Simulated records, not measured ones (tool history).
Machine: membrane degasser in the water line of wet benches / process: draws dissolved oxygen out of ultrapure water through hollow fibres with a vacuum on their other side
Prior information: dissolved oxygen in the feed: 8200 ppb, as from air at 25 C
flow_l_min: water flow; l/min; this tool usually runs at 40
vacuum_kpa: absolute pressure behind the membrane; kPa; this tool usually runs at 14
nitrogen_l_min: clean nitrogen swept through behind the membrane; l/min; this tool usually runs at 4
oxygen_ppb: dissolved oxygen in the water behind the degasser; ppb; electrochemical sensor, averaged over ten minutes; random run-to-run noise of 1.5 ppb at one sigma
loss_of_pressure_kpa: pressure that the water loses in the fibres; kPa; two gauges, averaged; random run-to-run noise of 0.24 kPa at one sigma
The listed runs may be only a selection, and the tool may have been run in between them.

| run | hour | flow_l_min | vacuum_kpa | nitrogen_l_min | oxygen_ppb | loss_of_pressure_kpa |
|---|---|---|---|---|---|---|
| 1 | 0 | 40 | 14 | 4 | 265.9 | 63.53 |
| 2 | 154.8 | 40 | 10.9 | 4 | 196.6 | 63.88 |
| 3 | 233.1 | 40 | 10.9 | 3.9 | 202.2 | 64.09 |
| 4 | 325.4 | 40 | 14 | 4 | 268.3 | 64.13 |
| 5 | 407.8 | 40 | 14 | 4 | 268.6 | 63.84 |
| 6 | 507.9 | 40 | 14 | 4 | 267.4 | 63.74 |
| 7 | 668.5 | 40 | 14 | 4 | 267.9 | 63.94 |
| 8 | 764.4 | 40 | 14 | 4 | 267.3 | 64.15 |
| 9 | 895.1 | 40 | 14 | 4 | 270.1 | 63.95 |
| 10 | 1046.8 | 40 | 14 | 4 | 269.4 | 64.32 |
| 11 | 1178.6 | 40 | 14 | 4 | 271.7 | 64.24 |
| 12 | 1319.5 | 54 | 33.6 | 4 | 918.4 | 86.66 |
| 13 | 1387.6 | 40 | 9.3 | 8.36 | 88.1 | 64.16 |

Run 14 is up next; what results do you expect?
| 14 | 1534.5 | 40 | 18 | 5.5 | ? | ? |

oxygen_ppb: 270 ppb
loss_of_pressure_kpa: 64.4 kPa
Without the tool's hidden state the same run would have given oxygen_ppb 260.8 ppb, loss_of_pressure_kpa 63.47 kPa.
